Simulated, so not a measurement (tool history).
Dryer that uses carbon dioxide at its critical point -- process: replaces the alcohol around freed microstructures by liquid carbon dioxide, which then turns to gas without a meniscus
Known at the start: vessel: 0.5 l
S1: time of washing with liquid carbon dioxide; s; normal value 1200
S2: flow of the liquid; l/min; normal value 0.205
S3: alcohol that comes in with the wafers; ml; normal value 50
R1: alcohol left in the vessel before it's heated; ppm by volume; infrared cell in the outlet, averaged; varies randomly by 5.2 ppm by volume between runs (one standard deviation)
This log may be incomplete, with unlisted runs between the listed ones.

run,hour,S1,S2,S3,R1
1,0,1200,0.205,50,183
2,41.3,1200,0.244,50,72
3,65.9,1200,0.244,50,67
4,92.9,1200,0.244,50,85
# hour 115: inlet filter changed
5,140.9,1200,0.219,50,78
6,167.3,1200,0.219,50,79
7,192.8,1020,0.219,50,188
8,240.4,1020,0.219,97,372
9,271.4,1020,0.219,97,384
10,301.9,1020,0.219,97,387
11,341.7,1860,0.214,97,20
12,367.4,1860,0.153,59,70
13,410.5,1560,0.159,45,119
14,443.6,1560,0.159,45,114
15,477.6,1260,0.205,50,118
16,500.4,1260,0.205,99,200
17,534.2,1800,0.137,21,74
18,555.7,1200,0.205,53,163
19,600.9,840,0.205,48,943

Predict each of these 3 candidate next runs independently; none follows another, all start after run 19:
A,629.4,1200,0.131,112,?
B,629.4,1560,0.303,34,?
C,629.4,1080,0.17,50,?

run,R1
A,3080
B,38
C,701
Without the tool's unlogged condition, the same runs would have read:
run,R1
A,2256
B,12
C,477
